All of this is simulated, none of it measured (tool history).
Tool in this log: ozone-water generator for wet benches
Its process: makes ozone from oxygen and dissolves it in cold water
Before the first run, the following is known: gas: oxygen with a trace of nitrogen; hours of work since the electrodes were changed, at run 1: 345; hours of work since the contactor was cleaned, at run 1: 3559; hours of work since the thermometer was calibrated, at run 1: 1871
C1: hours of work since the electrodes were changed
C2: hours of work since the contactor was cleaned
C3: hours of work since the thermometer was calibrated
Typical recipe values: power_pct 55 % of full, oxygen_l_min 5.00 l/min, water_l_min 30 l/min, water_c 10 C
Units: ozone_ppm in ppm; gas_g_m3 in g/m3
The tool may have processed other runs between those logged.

run 1 hour=0.0 | power_pct=55 oxygen_l_min=5.00 water_l_min=30 water_c=10 | C1=345 C2=3559 C3=1871 | ozone_ppm=11.9 gas_g_m3=186.1
run 2 hour=111.8 | power_pct=55 oxygen_l_min=5.00 water_l_min=30 water_c=10 | C1=419 C2=3633 C3=1945 | ozone_ppm=11.7 gas_g_m3=185.2
run 3 hour=205.1 | power_pct=55 oxygen_l_min=5.00 water_l_min=30 water_c=10 | C1=481 C2=3695 C3=2007 | ozone_ppm=11.7 gas_g_m3=184.2
run 4 hour=265.1 | power_pct=55 oxygen_l_min=5.00 water_l_min=30 water_c=10 | C1=520 C2=3735 C3=2046 | ozone_ppm=11.8 gas_g_m3=184.1
run 5 hour=348.7 | power_pct=55 oxygen_l_min=5.00 water_l_min=30 water_c=10 | C1=576 C2=3790 C3=2102 | ozone_ppm=11.7 gas_g_m3=182.1
run 6 hour=450.4 | power_pct=55 oxygen_l_min=5.00 water_l_min=30 water_c=5 | C1=643 C2=3858 C3=2169 | ozone_ppm=12.2 gas_g_m3=184.0
run 7 hour=539.0 | power_pct=55 oxygen_l_min=5.00 water_l_min=30 water_c=5 | C1=702 C2=3916 C3=2228 | ozone_ppm=12.1 gas_g_m3=182.7
run 8 hour=586.9 | power_pct=55 oxygen_l_min=5.00 water_l_min=30 water_c=5 | C1=733 C2=3948 C3=2260 | ozone_ppm=12.3 gas_g_m3=183.0
run 9 hour=636.0 | power_pct=55 oxygen_l_min=5.00 water_l_min=34 water_c=5 | C1=766 C2=3980 C3=2292 | ozone_ppm=10.4 gas_g_m3=184.0
run 10 hour=690.6 | power_pct=49 oxygen_l_min=5.00 water_l_min=30 water_c=10 | C1=802 C2=4017 C3=2328 | ozone_ppm=10.8 gas_g_m3=168.2
run 11 hour=780.0 | power_pct=55 oxygen_l_min=5.00 water_l_min=30 water_c=10 | C1=861 C2=4076 C3=2387 | ozone_ppm=11.5 gas_g_m3=182.1
run 12 hour=868.9 | power_pct=55 oxygen_l_min=5.00 water_l_min=30 water_c=10 | C1=920 C2=4135 C3=2446 | ozone_ppm=11.7 gas_g_m3=181.7
run 13 hour=936.8 | power_pct=55 oxygen_l_min=5.00 water_l_min=30 water_c=14 | C1=965 C2=4180 C3=2491 | ozone_ppm=11.4 gas_g_m3=183.2
run 14 hour=1009.1 | power_pct=55 oxygen_l_min=5.00 water_l_min=30 water_c=14 | C1=1013 C2=4228 C3=2539 | ozone_ppm=11.3 gas_g_m3=182.7
run 15 hour=1095.2 | power_pct=55 oxygen_l_min=4.43 water_l_min=30 water_c=10 | C1=1070 C2=4285 C3=2596 | ozone_ppm=11.3 gas_g_m3=196.0
run 16 hour=1155.7 | power_pct=55 oxygen_l_min=4.43 water_l_min=30 water_c=10 | C1=1110 C2=4325 C3=2636 | ozone_ppm=11.6 gas_g_m3=195.8
run 17 hour=1261.5 | power_pct=55 oxygen_l_min=4.43 water_l_min=30 water_c=10 | C1=1180 C2=4395 C3=2706 | ozone_ppm=11.3 gas_g_m3=194.2
run 18 hour=1319.2 | power_pct=55 oxygen_l_min=8.06 water_l_min=41 water_c=13 | C1=1219 C2=4433 C3=2745 | ozone_ppm=8.4 gas_g_m3=133.6
run 19 hour=1410.6 | power_pct=55 oxygen_l_min=8.06 water_l_min=41 water_c=13 | C1=1279 C2=4494 C3=2805 | ozone_ppm=8.3 gas_g_m3=132.3
run 20 hour=1513.1 | power_pct=55 oxygen_l_min=8.06 water_l_min=41 water_c=13 | C1=1347 C2=4561 C3=2873 | ozone_ppm=8.4 gas_g_m3=134.1
run 21 hour=1593.6 | power_pct=42 oxygen_l_min=5.75 water_l_min=25 water_c=6 | C1=1400 C2=4615 C3=2926 | ozone_ppm=12.0 gas_g_m3=138.3
-- hour=1604.3 contactor cleaned
run 22 hour=1694.4 | power_pct=55 oxygen_l_min=5.00 water_l_min=24 water_c=8 | C1=1464 C2=60 C3=2990 | ozone_ppm=14.2 gas_g_m3=178.5
run 23 hour=1782.8 | power_pct=97 oxygen_l_min=5.00 water_l_min=25 water_c=8 | C1=1523 C2=118 C3=3049 | ozone_ppm=20.0 gas_g_m3=260.9
-- hour=1841.4 contactor cleaned, once more
run 24 hour=1866.5 | power_pct=51 oxygen_l_min=5.00 water_l_min=25 water_c=8 | C1=1576 C2=17 C3=3102 | ozone_ppm=13.6 gas_g_m3=170.1
run 25 hour=1927.8 | power_pct=54 oxygen_l_min=5.00 water_l_min=41 water_c=8 | C1=1616 C2=57 C3=3142 | ozone_ppm=8.5 gas_g_m3=176.6
run 26 hour=1973.9 | power_pct=54 oxygen_l_min=3.69 water_l_min=41 water_c=8 | C1=1647 C2=88 C3=3173 | ozone_ppm=7.9 gas_g_m3=215.4
-- hour=1992.0 water thermometer calibrated
run 27 hour=2043.0 | power_pct=84 oxygen_l_min=5.00 water_l_min=38 water_c=13 | C1=1692 C2=133 C3=34 | ozone_ppm=11.9 gas_g_m3=236.0
run 28 hour=2101.5 | power_pct=84 oxygen_l_min=5.00 water_l_min=38 water_c=13 | C1=1731 C2=172 C3=73 | ozone_ppm=11.8 gas_g_m3=234.6
run 29 hour=2151.4 | power_pct=84 oxygen_l_min=5.00 water_l_min=38 water_c=13 | C1=1764 C2=205 C3=106 | ozone_ppm=11.8 gas_g_m3=236.0
run 30 hour=2222.1 | power_pct=84 oxygen_l_min=5.00 water_l_min=38 water_c=13 | C1=1811 C2=252 C3=152 | ozone_ppm=11.6 gas_g_m3=234.6
run 31 hour=2287.9 | power_pct=84 oxygen_l_min=5.00 water_l_min=38 water_c=13 | C1=1854 C2=295 C3=196 | ozone_ppm=11.8 gas_g_m3=234.3
run 32 hour=2341.7 | power_pct=84 oxygen_l_min=5.00 water_l_min=27 water_c=6 | C1=1890 C2=331 C3=232 | ozone_ppm=17.9 gas_g_m3=236.0

Consider 4 possible next runs. They are alternatives, not a sequence: every one starts from the tool as it was left by run 32. What does each give?
run A hour=2423.1 | power_pct=84 oxygen_l_min=5.00 water_l_min=27 water_c=13 | C1=1944 C2=385 C3=286 | ozone_ppm=? gas_g_m3=?
run B hour=2423.1 | power_pct=44 oxygen_l_min=5.00 water_l_min=18 water_c=8 | C1=1944 C2=385 C3=286 | ozone_ppm=? gas_g_m3=?
run C hour=2423.1 | power_pct=44 oxygen_l_min=3.50 water_l_min=30 water_c=5 | C1=1944 C2=385 C3=286 | ozone_ppm=? gas_g_m3=?
run D hour=2423.1 | power_pct=49 oxygen_l_min=5.00 water_l_min=30 water_c=10 | C1=1944 C2=385 C3=286 | ozone_ppm=? gas_g_m3=?

run=A ozone_ppm=16.3 gas_g_m3=234.6
run=B ozone_ppm=16.9 gas_g_m3=154.2
run=C ozone_ppm=10.1 gas_g_m3=191.3
run=D ozone_ppm=10.9 gas_g_m3=163.9
Without the tool's unlogged condition, the same runs would have read:
run=A ozone_ppm=17.3 gas_g_m3=248.2
run=B ozone_ppm=17.5 gas_g_m3=159.6
run=C ozone_ppm=10.5 gas_g_m3=198.0
run=D ozone_ppm=11.4 gas_g_m3=170.3

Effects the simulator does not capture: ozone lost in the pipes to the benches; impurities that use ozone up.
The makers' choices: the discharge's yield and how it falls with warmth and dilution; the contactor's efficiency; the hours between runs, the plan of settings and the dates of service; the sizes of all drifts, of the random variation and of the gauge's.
